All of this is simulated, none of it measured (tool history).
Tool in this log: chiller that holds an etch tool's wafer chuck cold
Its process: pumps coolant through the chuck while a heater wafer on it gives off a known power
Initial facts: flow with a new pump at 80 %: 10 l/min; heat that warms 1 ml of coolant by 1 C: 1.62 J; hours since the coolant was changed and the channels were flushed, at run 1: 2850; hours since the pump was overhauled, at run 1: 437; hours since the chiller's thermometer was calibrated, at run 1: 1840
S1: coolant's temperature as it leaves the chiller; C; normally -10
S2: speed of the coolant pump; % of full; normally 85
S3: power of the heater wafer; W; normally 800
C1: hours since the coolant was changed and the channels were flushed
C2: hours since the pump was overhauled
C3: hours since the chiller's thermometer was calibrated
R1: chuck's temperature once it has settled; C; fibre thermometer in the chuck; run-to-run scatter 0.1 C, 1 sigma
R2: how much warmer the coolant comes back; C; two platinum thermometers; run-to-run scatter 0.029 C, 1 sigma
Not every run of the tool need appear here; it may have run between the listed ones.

run   hour   S1  S2    S3    C1   C2    C3    R1    R2
  1    0.0  -10  85   800  2850  437  1840  -1.9  2.81
  2   27.9  -10  85   800  2878  464  1868  -2.0  2.85
  3   41.1  -10  85   800  2891  478  1881  -1.9  2.82
  4   72.1  -10  85   478  2922  509  1912  -5.2  1.70
  5  102.7  -10  85   478  2953  539  1943  -5.1  1.65
  6  128.6  -10  85   800  2979  565  1968  -1.9  2.82
  7  150.8  -10  85   800  3001  587  1991  -1.9  2.81
  8  169.9  -10  85   800  3020  606  2010  -1.7  2.78
  9  199.7  -10  80   800  3050  636  2040  -1.5  2.98
     207.0  -- coolant pump overhauled
 10  233.8  -10  85  1125  3079   27  2069   1.3  4.00
 11  265.9  -10  85  1125  3111   59  2101   1.3  3.94
 12  281.3   -6  85   800  3126   74  2116   2.2  2.82
 13  306.3  -10  85   800  3151   99  2141  -1.7  2.78
 14  321.1  -10  85   800  3166  114  2156  -1.8  2.80
     329.4  -- coolant pump overhauled, once more
 15  345.4  -10  85   419  3185   16  2175  -5.6  1.45
 16  364.9  -10  85   419  3205   36  2195  -5.4  1.48
 17  379.9  -10  85  1151  3220   51  2210   1.6  4.02
 18  406.3  -10  85  1151  3246   77  2236   1.7  3.97
 19  438.0  -17  93   800  3278  109  2268  -9.2  2.55
 20  459.9  -17  93   800  3300  131  2290  -9.4  2.54
 21  481.3  -17  93   800  3321  152  2311  -9.4  2.56
 22  510.4  -17  96  1020  3350  181  2340  -7.5  3.16
 23  540.3  -13  65  1060  3380  211  2370   0.4  4.88
 24  554.0  -20  90  1060  3394  225  2384  -9.7  3.50
 25  570.0  -12  67  1012  3410  241  2400   0.7  4.51
 26  585.5  -17  66   864  3425  256  2415  -6.1  3.92
 27  602.6   -9  61   800  3443  273  2432   1.8  3.91
 28  630.9   -9  61   800  3471  302  2461   2.0  3.95
 29  660.3   -9  61   800  3500  331  2490   1.7  3.88
 30  691.0   -4  61   800  3531  362  2521   7.0  3.89

Run 31 is up next; what results do you expect?
 31  704.3  -12  61  800  3544  375  2534   ?   ?

{"run 31": {"R1": -1.1, "R2": 3.93}}
Had the tool carried no hidden state, the very same run would have given R1 -3.3 C, R2 3.93 C.

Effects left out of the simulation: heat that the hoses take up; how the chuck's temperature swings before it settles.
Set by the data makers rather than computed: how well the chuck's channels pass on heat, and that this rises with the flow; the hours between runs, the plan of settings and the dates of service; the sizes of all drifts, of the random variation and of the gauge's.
